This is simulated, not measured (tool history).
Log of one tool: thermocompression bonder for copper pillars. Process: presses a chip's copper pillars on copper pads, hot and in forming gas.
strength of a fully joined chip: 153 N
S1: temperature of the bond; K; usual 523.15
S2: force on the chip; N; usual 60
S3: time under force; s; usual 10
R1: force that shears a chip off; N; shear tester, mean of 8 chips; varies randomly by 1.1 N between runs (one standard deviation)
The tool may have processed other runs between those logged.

Run 1, hour 0.0: usual settings. Result: R1 97.6 N.
Run 2, hour 7.7: usual settings. Result: R1 99.0 N.
Run 3, hour 15.8: usual settings. Result: R1 96.8 N.
Run 4, hour 21.6: usual settings. Result: R1 97.1 N.
Run 5, hour 32.3: usual settings. Result: R1 99.7 N.
Run 6, hour 42.7: usual settings. Result: R1 98.6 N.
Run 7, hour 47.3: usual settings. Result: R1 98.2 N.
Run 8, hour 58.0: usual settings. Result: R1 96.9 N.
Run 9, hour 63.0: usual settings. Result: R1 99.1 N.
Run 10, hour 73.9: usual settings but S1 494.15 K. Result: R1 67.5 N.
Run 11, hour 84.6: usual settings but S1 494.15 K. Result: R1 66.6 N.
Run 12, hour 92.5: usual settings but S1 494.15 K. Result: R1 67.2 N.
Run 13, hour 100.4: usual settings but S1 513.15 K. Result: R1 88.0 N.
Run 14, hour 110.8: usual settings but S1 513.15 K. Result: R1 87.4 N.
Run 15, hour 118.3: usual settings but S3 13 s. Result: R1 105.7 N.
Run 16, hour 124.3: usual settings but S3 13 s. Result: R1 103.9 N.
Run 17, hour 133.0: usual settings but S2 70 N, S3 25 s. Result: R1 130.6 N.
Run 18, hour 141.4: usual settings but S1 532.15 K, S2 40 N. Result: R1 78.7 N.
Run 19, hour 146.5: usual settings but S1 522.15 K, S2 57 N, S3 7 s. Result: R1 82.3 N.
Run 20, hour 152.1: usual settings but S1 522.15 K, S2 57 N, S3 24 s. Result: R1 115.4 N.
Run 21, hour 159.1: usual settings but S1 522.15 K, S2 57 N, S3 24 s. Result: R1 118.1 N.
Run 22, hour 166.6: usual settings but S1 553.15 K, S2 64 N, S3 24 s. Result: R1 144.4 N.
Run 23, hour 172.3: usual settings but S2 48 N. Result: R1 82.9 N.
Run 24, hour 182.3: usual settings but S1 515.15 K, S2 37 N. Result: R1 56.4 N.
Run 25, hour 192.9: usual settings but S1 515.15 K, S2 37 N. Result: R1 57.9 N.
At hour 200.8: forming gas filter changed.
Run 26, hour 201.2: usual settings but S1 518.15 K, S2 72 N, S3 27 s. Result: R1 132.8 N.
Run 27, hour 208.2: usual settings but S1 531.15 K, S2 63 N, S3 17 s. Result: R1 121.9 N.
Run 28, hour 217.6: usual settings but S1 493.15 K. Result: R1 66.0 N.
Run 29, hour 222.8: usual settings but S1 493.15 K. Result: R1 66.4 N.
Run 30, hour 230.2: usual settings but S1 508.15 K, S2 83 N, S3 14 s. Result: R1 114.7 N.
Run 31, hour 239.3: usual settings but S1 508.15 K, S2 83 N, S3 14 s. Result: R1 112.1 N.
Run 32, hour 245.4: usual settings but S1 517.15 K, S2 56 N, S3 14 s. Result: R1 95.7 N.

3 options for the next run, each taken on its own from the tool as it stands now. Forecast them:
Run A, hour 251.3: usual settings but S1 517.15 K, S2 62 N, S3 14 s. Result: R1 ?.
Run B, hour 251.3: usual settings but S1 514.15 K, S2 70 N, S3 8 s. Result: R1 ?.
Run C, hour 251.3: usual settings but S1 535.15 K, S2 47 N, S3 5 s. Result: R1 ?.

run     R1
  A  105.1
  B   92.0
  C   74.8
Without the tool's unlogged condition, the same runs would have read:
run     R1
  A  105.3
  B   92.3
  C   75.1

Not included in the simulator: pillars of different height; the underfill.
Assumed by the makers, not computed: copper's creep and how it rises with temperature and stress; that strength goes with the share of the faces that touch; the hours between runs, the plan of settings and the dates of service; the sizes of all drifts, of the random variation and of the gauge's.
